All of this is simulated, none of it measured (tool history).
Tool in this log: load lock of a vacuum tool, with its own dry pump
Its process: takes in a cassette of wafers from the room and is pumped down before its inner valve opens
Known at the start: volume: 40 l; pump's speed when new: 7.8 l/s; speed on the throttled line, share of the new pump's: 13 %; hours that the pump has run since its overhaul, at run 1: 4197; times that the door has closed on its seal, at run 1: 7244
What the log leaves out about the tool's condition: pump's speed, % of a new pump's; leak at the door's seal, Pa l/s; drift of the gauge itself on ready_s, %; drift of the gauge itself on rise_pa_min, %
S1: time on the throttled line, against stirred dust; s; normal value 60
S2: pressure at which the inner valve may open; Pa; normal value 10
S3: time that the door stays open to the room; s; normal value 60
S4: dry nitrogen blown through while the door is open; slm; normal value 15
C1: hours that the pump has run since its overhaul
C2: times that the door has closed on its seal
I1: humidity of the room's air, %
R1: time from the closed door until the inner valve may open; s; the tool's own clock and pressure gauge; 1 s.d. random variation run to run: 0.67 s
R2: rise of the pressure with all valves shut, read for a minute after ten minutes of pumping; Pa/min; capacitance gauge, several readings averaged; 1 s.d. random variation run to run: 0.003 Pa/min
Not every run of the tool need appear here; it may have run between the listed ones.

{"run": 1, "hour": 0.0, "S1": 60, "S2": 10, "S3": 60, "S4": 15, "C1": 4197, "C2": 7244, "I1": 47.5, "R1": 101.7, "R2": 0.081}
{"run": 2, "hour": 63.5, "S1": 60, "S2": 12, "S3": 60, "S4": 15, "C1": 4260, "C2": 7358, "I1": 43.6, "R1": 102.1, "R2": 0.075}
{"run": 3, "hour": 177.0, "S1": 60, "S2": 9, "S3": 60, "S4": 15, "C1": 4374, "C2": 7562, "I1": 41.7, "R1": 104.4, "R2": 0.086}
{"run": 4, "hour": 251.9, "S1": 60, "S2": 9, "S3": 60, "S4": 15, "C1": 4449, "C2": 7696, "I1": 46.4, "R1": 103, "R2": 0.077}
{"run": 5, "hour": 345.0, "S1": 60, "S2": 9, "S3": 60, "S4": 15, "C1": 4542, "C2": 7863, "I1": 48, "R1": 102.5, "R2": 0.082}
{"run": 6, "hour": 430.7, "S1": 60, "S2": 9, "S3": 60, "S4": 15, "C1": 4627, "C2": 8017, "I1": 45.3, "R1": 103.3, "R2": 0.083}
{"run": 7, "hour": 501.5, "S1": 60, "S2": 9, "S3": 60, "S4": 15, "C1": 4698, "C2": 8144, "I1": 45.1, "R1": 103.1, "R2": 0.083}
{"run": 8, "hour": 583.2, "S1": 60, "S2": 9, "S3": 60, "S4": 15, "C1": 4780, "C2": 8291, "I1": 49.3, "R1": 103.1, "R2": 0.094}
{"run": 9, "hour": 681.5, "S1": 60, "S2": 9, "S3": 60, "S4": 15, "C1": 4878, "C2": 8467, "I1": 46.8, "R1": 103.8, "R2": 0.087}
{"run": 10, "hour": 745.5, "S1": 60, "S2": 9, "S3": 199, "S4": 15, "C1": 4942, "C2": 8582, "I1": 44.7, "R1": 102.6, "R2": 0.121}
{"run": 11, "hour": 863.8, "S1": 60, "S2": 9, "S3": 199, "S4": 22, "C1": 5061, "C2": 8795, "I1": 45.4, "R1": 104.3, "R2": 0.113}
{"run": 12, "hour": 922.1, "S1": 60, "S2": 10, "S3": 60, "S4": 43, "C1": 5119, "C2": 8900, "I1": 45, "R1": 102.6, "R2": 0.084}
{"run": 13, "hour": 983.7, "S1": 60, "S2": 10, "S3": 60, "S4": 43, "C1": 5180, "C2": 9010, "I1": 42.4, "R1": 102.5, "R2": 0.083}
{"run": 14, "hour": 1036.0, "S1": 60, "S2": 10, "S3": 60, "S4": 43, "C1": 5233, "C2": 9104, "I1": 42.1, "R1": 103.2, "R2": 0.087}
{"run": 15, "hour": 1088.8, "S1": 60, "S2": 10, "S3": 60, "S4": 43, "C1": 5286, "C2": 9199, "I1": 48.1, "R1": 102.8, "R2": 0.093}
{"run": 16, "hour": 1173.5, "S1": 40, "S2": 18, "S3": 85, "S4": 18, "C1": 5370, "C2": 9351, "I1": 45.2, "R1": 82.8, "R2": 0.1}
{"run": 17, "hour": 1291.9, "S1": 72, "S2": 10, "S3": 39, "S4": 22, "C1": 5489, "C2": 9564, "I1": 43.4, "R1": 113.6, "R2": 0.092}
{"run": 18, "hour": 1392.8, "S1": 44, "S2": 15, "S3": 76, "S4": 9, "C1": 5590, "C2": 9745, "I1": 44.9, "R1": 87, "R2": 0.109}
{"run": 19, "hour": 1488.7, "S1": 60, "S2": 11, "S3": 176, "S4": 9, "C1": 5685, "C2": 9917, "I1": 45.4, "R1": 102.1, "R2": 0.136}
{"run": 20, "hour": 1591.0, "S1": 60, "S2": 18, "S3": 65, "S4": 9, "C1": 5788, "C2": 10101, "I1": 42.5, "R1": 99.2, "R2": 0.105}
{"run": 21, "hour": 1688.9, "S1": 41, "S2": 11, "S3": 39, "S4": 9, "C1": 5886, "C2": 10276, "I1": 43.1, "R1": 86.6, "R2": 0.098}
{"run": 22, "hour": 1767.9, "S1": 41, "S2": 11, "S3": 43, "S4": 28, "C1": 5965, "C2": 10418, "I1": 45.2, "R1": 85.9, "R2": 0.1}
{"run": 23, "hour": 1839.5, "S1": 60, "S2": 15, "S3": 48, "S4": 15, "C1": 6036, "C2": 10547, "I1": 45, "R1": 100.4, "R2": 0.111}
{"run": 24, "hour": 1895.5, "S1": 35, "S2": 10, "S3": 70, "S4": 10, "C1": 6092, "C2": 10647, "I1": 47.9, "R1": 81.1, "R2": 0.121}
{"run": 25, "hour": 1966.9, "S1": 97, "S2": 13, "S3": 70, "S4": 10, "C1": 6164, "C2": 10776, "I1": 43.7, "R1": 133.6, "R2": 0.115}
{"run": 26, "hour": 2026.7, "S1": 60, "S2": 10, "S3": 83, "S4": 15, "C1": 6223, "C2": 10883, "I1": 44.8, "R1": 103.8, "R2": 0.118}

3 ways to go on from here, each from the tool as it stands after run 26. What would each give?
{"run": "A", "hour": 2132.4, "S1": 60, "S2": 20, "S3": 132, "S4": 15, "C1": 6329, "C2": 11073, "I1": 47.4, "R1": "?", "R2": "?"}
{"run": "B", "hour": 2132.4, "S1": 42, "S2": 15, "S3": 60, "S4": 30, "C1": 6329, "C2": 11073, "I1": 48.4, "R1": "?", "R2": "?"}
{"run": "C", "hour": 2132.4, "S1": 60, "S2": 10, "S3": 60, "S4": 9, "C1": 6329, "C2": 11073, "I1": 42.2, "R1": "?", "R2": "?"}

run=A R1=98.5 R2=0.131
run=B R1=85 R2=0.109
run=C R1=101.2 R2=0.117
Stripped of hidden state, with their random variation kept, the same runs would have yielded:
run=A R1=95.5 R2=0.046
run=B R1=81.6 R2=0.024
run=C R1=97.8 R2=0.033
